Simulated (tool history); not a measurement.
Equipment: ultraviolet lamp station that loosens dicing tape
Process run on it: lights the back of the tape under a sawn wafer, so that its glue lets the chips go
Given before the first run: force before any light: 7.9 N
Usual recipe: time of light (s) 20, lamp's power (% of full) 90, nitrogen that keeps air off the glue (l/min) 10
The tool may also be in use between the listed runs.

run   hour  time of light (s)  lamp's power (% of full)  nitrogen that keeps air off the glue (l/min)  force that peels the tape off (N)  light that reached the tape (J/m2)
  1      0                 20                        90                                            10                              0.584                                5960
  2   25.8                 20                        90                                            10                              0.568                                5940
  3   44.2                 34                        90                                            10                              0.229                                9990
  4   74.2                 20                        79                                            10                              0.756                                5140
  5   90.6                 20                        79                                            10                              0.815                                5040
  6  112.6                 20                        79                                            10                              0.814                                5050
  7    129                 20                        90                                            18                              0.516                                5680
  8  152.2                 20                        90                                            10                              0.648                                5660
  9    181                 20                        90                                            10                              0.668                                5610
 10  208.4                 20                        90                                            10                              0.674                                5530
 11  229.9                 20                        90                                            10                              0.691                                5480
 12    258                 17                        94                                            10                                0.9                                4760
 13    272                 17                        94                                            10                              0.886                                4750
 14  290.8                 10                        94                                            10                              2.081                                2780
 15  316.5                 16                        90                                             4                              1.561                                4230
 16  330.3                 16                        90                                             4                               1.57                                4190
 17  350.9                 20                        94                                             3                               1.21                                5400

3 options for the next run, each taken on its own from the tool as it stands now. Forecast them:
  A  377.6                 33                        94                                             3                                  ?                                   ?
  B  377.6                 20                        98                                            16                                  ?                                   ?
  C  377.6                 34                        70                                             3                                  ?                                   ?

run  force that peels the tape off (N)  light that reached the tape (J/m2)
  A                              0.465                                8870
  B                              0.552                                5630
  C                              0.767                                6820
With no hidden state in the tool, these same runs would have given:
run  force that peels the tape off (N)  light that reached the tape (J/m2)
  A                              0.297                               11470
  B                              0.339                                7270
  C                              0.462                                8830
